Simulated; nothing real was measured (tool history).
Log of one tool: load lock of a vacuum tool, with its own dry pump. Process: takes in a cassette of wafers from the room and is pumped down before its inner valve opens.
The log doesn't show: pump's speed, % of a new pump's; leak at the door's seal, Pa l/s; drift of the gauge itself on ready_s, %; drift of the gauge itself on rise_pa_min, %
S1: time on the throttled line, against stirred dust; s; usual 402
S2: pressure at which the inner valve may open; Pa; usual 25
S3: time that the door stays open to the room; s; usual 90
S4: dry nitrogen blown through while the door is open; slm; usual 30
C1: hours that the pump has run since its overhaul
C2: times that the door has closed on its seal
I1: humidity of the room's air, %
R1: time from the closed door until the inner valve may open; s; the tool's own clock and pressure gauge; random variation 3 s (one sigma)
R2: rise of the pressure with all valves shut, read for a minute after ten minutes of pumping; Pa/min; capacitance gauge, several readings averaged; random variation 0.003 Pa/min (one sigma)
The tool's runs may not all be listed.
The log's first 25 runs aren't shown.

Run 26, day 242.3: usual settings but S2 22 Pa; C1 1107; C2 66988; I1 44.8. Result: R1 540 s, R2 0.017 Pa/min.
Run 27, day 250.667: usual settings but S1 762 s, S2 49 Pa; C1 1308; C2 67760; I1 42.5. Result: R1 831.7 s, R2 0.025 Pa/min.
Run 28, day 261.942: usual settings but S1 366 s, S2 20 Pa, S3 126 s, S4 25 slm; C1 1579; C2 68800; I1 46.4. Result: R1 510.5 s, R2 0.034 Pa/min.
Run 29, day 271.762: usual settings but S2 33 Pa, S4 8 slm; C1 1814; C2 69705; I1 48.9. Result: R1 529.7 s, R2 0.052 Pa/min.
Run 30, day 280.746: usual settings but S2 33 Pa, S4 8 slm; C1 2030; C2 70534; I1 45.8. Result: R1 532.2 s, R2 0.046 Pa/min.
At day 291.25: door's seal changed, seat wiped.
Run 31, day 292.788: usual settings but S2 33 Pa, S4 8 slm; C1 2317; C2 141; I1 43. Result: R1 530.2 s, R2 0.048 Pa/min.
Run 32, day 302.062: usual settings but S1 295 s; C1 2540; C2 997; I1 45.8. Result: R1 440.8 s, R2 0.027 Pa/min.
Run 33, day 315.388: usual settings but S2 20 Pa, S3 82 s, S4 39 slm; C1 2860; C2 2226; I1 45.1. Result: R1 540.3 s, R2 0.015 Pa/min.
Run 34, day 322.75: usual settings but S2 21 Pa; C1 3037; C2 2904; I1 46.1. Result: R1 544.2 s, R2 0.026 Pa/min.
Run 35, day 330.871: usual settings but S1 223 s, S4 24 slm; C1 3231; C2 3653; I1 42.8. Result: R1 379 s, R2 0.026 Pa/min.
Run 36, day 343.888: usual settings but S1 223 s, S4 24 slm; C1 3544; C2 4854; I1 44.6. Result: R1 376.7 s, R2 0.025 Pa/min.
Run 37, day 354.946: usual settings but S1 305 s, S3 144 s, S4 7 slm; C1 3809; C2 5874; I1 42.5. Result: R1 452.5 s, R2 0.059 Pa/min.

Forecast each of these 3 alternatives for the next run:
Run A, day 362.017: usual settings but S1 305 s, S3 26 s, S4 41 slm; C1 3979; C2 6526; I1 46.4. Result: R1 ?, R2 ?.
Run B, day 362.017: usual settings but S3 163 s, S4 21 slm; C1 3979; C2 6526; I1 46.8. Result: R1 ?, R2 ?.
Run C, day 362.017: usual settings but S2 45 Pa; C1 3979; C2 6526; I1 42.7. Result: R1 ?, R2 ?.

run     R1     R2
  A  446.6  0.011
  B  535.1  0.035
  C  518.8  0.015
Without the tool's hidden state the same runs would have given:
run     R1     R2
  A  446.6  0.011
  B    535  0.035
  C  518.8  0.015
